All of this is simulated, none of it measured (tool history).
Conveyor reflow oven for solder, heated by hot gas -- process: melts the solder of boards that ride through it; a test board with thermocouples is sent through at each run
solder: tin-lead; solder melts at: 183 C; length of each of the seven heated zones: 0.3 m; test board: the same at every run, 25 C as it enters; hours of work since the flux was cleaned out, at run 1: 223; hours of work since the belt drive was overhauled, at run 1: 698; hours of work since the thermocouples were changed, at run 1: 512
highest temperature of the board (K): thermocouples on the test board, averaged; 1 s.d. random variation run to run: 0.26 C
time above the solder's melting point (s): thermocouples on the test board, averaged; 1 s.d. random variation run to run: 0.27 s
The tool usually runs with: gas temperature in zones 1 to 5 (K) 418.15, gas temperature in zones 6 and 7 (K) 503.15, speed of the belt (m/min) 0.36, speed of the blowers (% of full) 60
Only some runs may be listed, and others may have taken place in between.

run   hour  gas temperature in zones 1 to 5 (K)  gas temperature in zones 6 and 7 (K)  speed of the belt (m/min)  speed of the blowers (% of full)  hours of work since the flux was cleaned out  hours of work since the belt drive was overhauled  hours of work since the thermocouples were changed  highest temperature of the board (K)  time above the solder's melting point (s)
  1      0                               418.15                                503.15                       0.36                                60                                           223                                                698                                                 512                                490.35                                       80.7
  2   21.6                               418.15                                503.15                       0.36                                60                                           234                                                709                                                 524                                490.55                                       80.7
  3   39.8                               413.15                                503.15                       0.36                                60                                           244                                                719                                                 533                                489.65                                       77.1
  4   60.2                               413.15                                503.15                       0.36                                60                                           255                                                730                                                 544                                489.45                                         77
  5   80.9                               418.15                                503.15                       0.36                                60                                           265                                                741                                                 555                                489.85                                       80.4
  6  111.2                               412.15                                509.15                      0.329                                60                                           281                                                757                                                 571                                496.95                                       92.3

Estimate the outcome of run 7 from the log above:
  7  133.7                               412.15                                509.15                      0.329                                60                                           293                                                768                                                 583                                     ?                                          ?

Run 7 came out at highest temperature of the board (K) 496.55, time above the solder's melting point (s) 92.4.
On a tool with no hidden condition, and with the same random variation, this run would have come out at highest temperature of the board (K) 497.75, time above the solder's melting point (s) 91.6.

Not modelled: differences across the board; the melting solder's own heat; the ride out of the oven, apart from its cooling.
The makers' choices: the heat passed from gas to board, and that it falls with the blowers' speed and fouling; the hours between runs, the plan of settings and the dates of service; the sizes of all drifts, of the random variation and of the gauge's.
